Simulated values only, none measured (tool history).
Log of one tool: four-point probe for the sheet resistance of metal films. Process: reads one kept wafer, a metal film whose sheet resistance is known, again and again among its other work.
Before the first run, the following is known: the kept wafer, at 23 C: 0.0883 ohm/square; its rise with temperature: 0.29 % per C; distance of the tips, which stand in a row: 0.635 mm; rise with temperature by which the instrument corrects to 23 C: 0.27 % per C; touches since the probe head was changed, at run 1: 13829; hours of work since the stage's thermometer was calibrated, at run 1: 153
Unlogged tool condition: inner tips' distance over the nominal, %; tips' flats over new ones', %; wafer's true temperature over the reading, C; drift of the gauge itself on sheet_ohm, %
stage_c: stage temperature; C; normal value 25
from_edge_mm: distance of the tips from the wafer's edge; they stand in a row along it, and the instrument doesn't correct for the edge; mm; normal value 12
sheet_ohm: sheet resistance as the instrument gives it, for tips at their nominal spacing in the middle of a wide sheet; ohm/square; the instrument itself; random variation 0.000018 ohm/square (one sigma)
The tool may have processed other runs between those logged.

| run | hour | stage_c | from_edge_mm | touches since the probe head was changed | hours of work since the stage's thermometer was calibrated | sheet_ohm |
|---|---|---|---|---|---|---|
| 1 | 0.0 | 25 | 12 | 13829 | 153 | 0.089163 |
| 2 | 19.4 | 25 | 21 | 14785 | 165 | 0.089046 |
| 3 | 38.9 | 25 | 21 | 15745 | 178 | 0.089073 |
| 4 | 53.6 | 25 | 21 | 16468 | 187 | 0.089096 |
| 5 | 63.3 | 28 | 12 | 16946 | 193 | 0.089237 |
| 6 | 83.0 | 28 | 12 | 17912 | 206 | 0.089224 |
| 7 | 101.9 | 28 | 12 | 18844 | 218 | 0.089283 |
| 8 | 115.0 | 24 | 12 | 19487 | 226 | 0.089190 |
| 9 | 133.0 | 28 | 12 | 20375 | 238 | 0.089284 |
| 10 | 146.5 | 33 | 12 | 21038 | 247 | 0.089399 |
| 11 | 165.4 | 33 | 12 | 21966 | 259 | 0.089389 |
| 12 | 180.2 | 25 | 12 | 22695 | 268 | 0.089272 |
| 13 | 189.2 | 25 | 50 | 23137 | 274 | 0.089153 |
| 14 | 200.2 | 27 | 27 | 23679 | 281 | 0.089227 |
| 15 | 216.6 | 18 | 20 | 24489 | 292 | 0.089079 |
| 16 | 225.3 | 18 | 20 | 24917 | 297 | 0.089095 |
| 17 | 236.4 | 31 | 40 | 25460 | 304 | 0.089288 |
| 18 | 250.6 | 29 | 75 | 26159 | 314 | 0.089256 |
| 19 | 268.1 | 27 | 22 | 27024 | 325 | 0.089269 |
| 20 | 285.5 | 27 | 22 | 27878 | 336 | 0.089316 |
| 21 | 300.9 | 27 | 74 | 28637 | 346 | 0.089290 |
| 22 | 312.6 | 28 | 74 | 29210 | 353 | 0.089277 |
| 23 | 331.4 | 24 | 6 | 30137 | 366 | 0.089760 |
| 24 | 343.4 | 18 | 8 | 30727 | 373 | 0.089469 |

5 options for the next run, each taken on its own from the tool as it stands now. Forecast them:
| A | 359.6 | 26 | 8 | 31521 | 384 | ? |
| B | 359.6 | 24 | 8 | 31521 | 384 | ? |
| C | 359.6 | 25 | 7 | 31521 | 384 | ? |
| D | 359.6 | 19 | 12 | 31521 | 384 | ? |
| E | 359.6 | 33 | 8 | 31521 | 384 | ? |

| run | sheet_ohm |
|---|---|
| A | 0.089615 |
| B | 0.089594 |
| C | 0.089684 |
| D | 0.089290 |
| E | 0.089762 |
Without the tool's hidden state the same runs would have given:
| run | sheet_ohm |
|---|---|
| A | 0.088671 |
| B | 0.088650 |
| C | 0.088739 |
| D | 0.088348 |
| E | 0.088817 |
